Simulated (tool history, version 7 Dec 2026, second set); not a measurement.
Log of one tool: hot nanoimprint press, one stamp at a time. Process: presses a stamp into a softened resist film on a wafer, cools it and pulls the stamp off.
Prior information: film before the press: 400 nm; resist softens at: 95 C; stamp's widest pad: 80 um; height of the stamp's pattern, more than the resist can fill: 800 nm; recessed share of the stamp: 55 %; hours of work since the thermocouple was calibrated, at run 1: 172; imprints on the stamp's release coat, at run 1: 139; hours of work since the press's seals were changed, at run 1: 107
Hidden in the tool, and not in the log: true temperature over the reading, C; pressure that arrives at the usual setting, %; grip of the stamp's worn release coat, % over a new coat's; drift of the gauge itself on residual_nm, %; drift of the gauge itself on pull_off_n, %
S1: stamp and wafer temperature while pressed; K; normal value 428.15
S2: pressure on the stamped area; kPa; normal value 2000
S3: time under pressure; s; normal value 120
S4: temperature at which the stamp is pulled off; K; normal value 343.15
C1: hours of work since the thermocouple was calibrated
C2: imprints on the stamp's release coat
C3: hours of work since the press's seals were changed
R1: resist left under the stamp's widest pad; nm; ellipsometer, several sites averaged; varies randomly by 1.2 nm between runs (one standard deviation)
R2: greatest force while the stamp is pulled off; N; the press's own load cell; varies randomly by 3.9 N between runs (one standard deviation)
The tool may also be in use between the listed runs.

{"run": 1, "day": 0.0, "S1": 428.15, "S2": 2000, "S3": 120, "S4": 343.15, "C1": 172, "C2": 139, "C3": 107, "R1": 175.7, "R2": 186}
{"run": 2, "day": 0.367, "S1": 428.15, "S2": 2000, "S3": 79, "S4": 343.15, "C1": 178, "C2": 160, "C3": 112, "R1": 204.3, "R2": 187}
{"run": 3, "day": 0.683, "S1": 428.15, "S2": 1760, "S3": 120, "S4": 343.15, "C1": 183, "C2": 178, "C3": 118, "R1": 183.5, "R2": 188}
{"run": 4, "day": 1.025, "S1": 416.15, "S2": 1760, "S3": 120, "S4": 343.15, "C1": 188, "C2": 197, "C3": 123, "R1": 312.7, "R2": 188}
{"run": 5, "day": 1.404, "S1": 416.15, "S2": 1760, "S3": 120, "S4": 343.15, "C1": 195, "C2": 219, "C3": 129, "R1": 309.8, "R2": 184}
{"run": 6, "day": 1.812, "S1": 428.15, "S2": 2360, "S3": 120, "S4": 343.15, "C1": 201, "C2": 242, "C3": 136, "R1": 162.5, "R2": 191}
{"run": 7, "day": 2.158, "S1": 428.15, "S2": 2360, "S3": 120, "S4": 343.15, "C1": 207, "C2": 261, "C3": 141, "R1": 161.2, "R2": 186}
{"run": 8, "day": 2.492, "S1": 428.15, "S2": 2360, "S3": 120, "S4": 343.15, "C1": 212, "C2": 280, "C3": 147, "R1": 162.7, "R2": 187}
{"run": 9, "day": 2.792, "S1": 433.15, "S2": 2000, "S3": 120, "S4": 343.15, "C1": 217, "C2": 297, "C3": 151, "R1": 132.7, "R2": 185}
{"run": 10, "day": 2.996, "S1": 433.15, "S2": 2000, "S3": 120, "S4": 343.15, "C1": 220, "C2": 309, "C3": 155, "R1": 133.8, "R2": 185}
{"run": 11, "day": 3.275, "S1": 433.15, "S2": 2000, "S3": 120, "S4": 343.15, "C1": 225, "C2": 325, "C3": 159, "R1": 132.8, "R2": 195}
{"run": 12, "day": 3.721, "S1": 433.15, "S2": 2000, "S3": 120, "S4": 343.15, "C1": 232, "C2": 350, "C3": 166, "R1": 132.7, "R2": 192}
{"run": 13, "day": 4.108, "S1": 433.15, "S2": 2000, "S3": 120, "S4": 343.15, "C1": 238, "C2": 372, "C3": 172, "R1": 132.1, "R2": 188}
{"run": 14, "day": 4.367, "S1": 428.15, "S2": 2000, "S3": 213, "S4": 343.15, "C1": 242, "C2": 387, "C3": 177, "R1": 137.4, "R2": 188}

Run 15 has not been measured yet. What should we expect?
{"run": 15, "day": 4.738, "S1": 428.15, "S2": 1870, "S3": 120, "S4": 343.15, "C1": 248, "C2": 408, "C3": 183, "R1": "?", "R2": "?"}

Run 15 measured R1 180.7 nm, R2 192 N.
With the hidden condition absent and the run-to-run variation left alone, this run would have shown R1 180.3 nm, R2 192 N.

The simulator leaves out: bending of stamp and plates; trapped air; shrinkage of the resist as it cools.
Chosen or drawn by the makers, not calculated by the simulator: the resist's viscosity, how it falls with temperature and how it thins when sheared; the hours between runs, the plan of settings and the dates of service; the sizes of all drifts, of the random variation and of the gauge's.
